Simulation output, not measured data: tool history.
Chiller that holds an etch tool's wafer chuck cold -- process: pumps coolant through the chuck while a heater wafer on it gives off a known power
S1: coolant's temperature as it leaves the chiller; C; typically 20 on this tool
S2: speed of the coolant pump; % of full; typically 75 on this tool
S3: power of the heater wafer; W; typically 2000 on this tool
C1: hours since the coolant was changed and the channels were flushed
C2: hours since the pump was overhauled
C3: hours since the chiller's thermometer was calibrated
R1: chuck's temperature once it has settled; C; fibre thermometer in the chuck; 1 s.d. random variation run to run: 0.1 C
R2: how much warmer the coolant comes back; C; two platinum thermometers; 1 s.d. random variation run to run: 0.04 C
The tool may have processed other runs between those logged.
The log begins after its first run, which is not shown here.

run 2 day=1.612 | S1=16 S2=75 S3=2000 | C1=3598 C2=1451 C3=2895 | R1=40.7 R2=9.04
run 3 day=3.558 | S1=20 S2=75 S3=1238 | C1=3645 C2=1498 C3=2941 | R1=35.3 R2=5.52
run 4 day=6.925 | S1=20 S2=75 S3=1238 | C1=3725 C2=1578 C3=3022 | R1=35.3 R2=5.59
run 5 day=8.512 | S1=20 S2=88 S3=1238 | C1=3763 C2=1617 C3=3060 | R1=34.2 R2=4.81
run 6 day=11.675 | S1=20 S2=75 S3=2000 | C1=3839 C2=1693 C3=3136 | R1=45.0 R2=9.06
run 7 day=13.450 | S1=20 S2=75 S3=2000 | C1=3882 C2=1735 C3=3179 | R1=44.9 R2=9.08
run 8 day=14.912 | S1=16 S2=75 S3=2000 | C1=3917 C2=1770 C3=3214 | R1=41.0 R2=9.06
run 9 day=17.104 | S1=20 S2=63 S3=2000 | C1=3970 C2=1823 C3=3267 | R1=47.6 R2=10.71
run 10 day=19.075 | S1=20 S2=63 S3=2761 | C1=4017 C2=1870 C3=3314 | R1=58.0 R2=14.81
run 11 day=21.817 | S1=20 S2=63 S3=2761 | C1=4083 C2=1936 C3=3380 | R1=58.0 R2=14.85
run 12 day=23.612 | S1=20 S2=63 S3=2761 | C1=4126 C2=1979 C3=3423 | R1=58.2 R2=14.74
run 13 day=26.488 | S1=20 S2=63 S3=2761 | C1=4195 C2=2048 C3=3492 | R1=58.3 R2=14.85
run 14 day=28.062 | S1=20 S2=75 S3=1337 | C1=4233 C2=2086 C3=3530 | R1=36.7 R2=6.07
run 15 day=30.308 | S1=20 S2=75 S3=1362 | C1=4287 C2=2140 C3=3584 | R1=37.1 R2=6.20
run 16 day=33.212 | S1=20 S2=75 S3=2000 | C1=4356 C2=2209 C3=3653 | R1=45.3 R2=9.12
run 17 day=35.529 | S1=25 S2=75 S3=2308 | C1=4412 C2=2265 C3=3709 | R1=54.2 R2=10.46
run 18 day=37.612 | S1=20 S2=75 S3=1107 | C1=4462 C2=2315 C3=3759 | R1=34.0 R2=5.08

Run 19 is up next; what results do you expect?
run 19 day=39.088 | S1=20 S2=84 S3=1515 | C1=4497 C2=2350 C3=3794 | R1=? R2=?

R1: 38.1 C
R2: 6.15 C
Were there no unlogged condition in the tool, this run, its random variation unchanged, would have produced R1 36.2 C, R2 5.97 C.

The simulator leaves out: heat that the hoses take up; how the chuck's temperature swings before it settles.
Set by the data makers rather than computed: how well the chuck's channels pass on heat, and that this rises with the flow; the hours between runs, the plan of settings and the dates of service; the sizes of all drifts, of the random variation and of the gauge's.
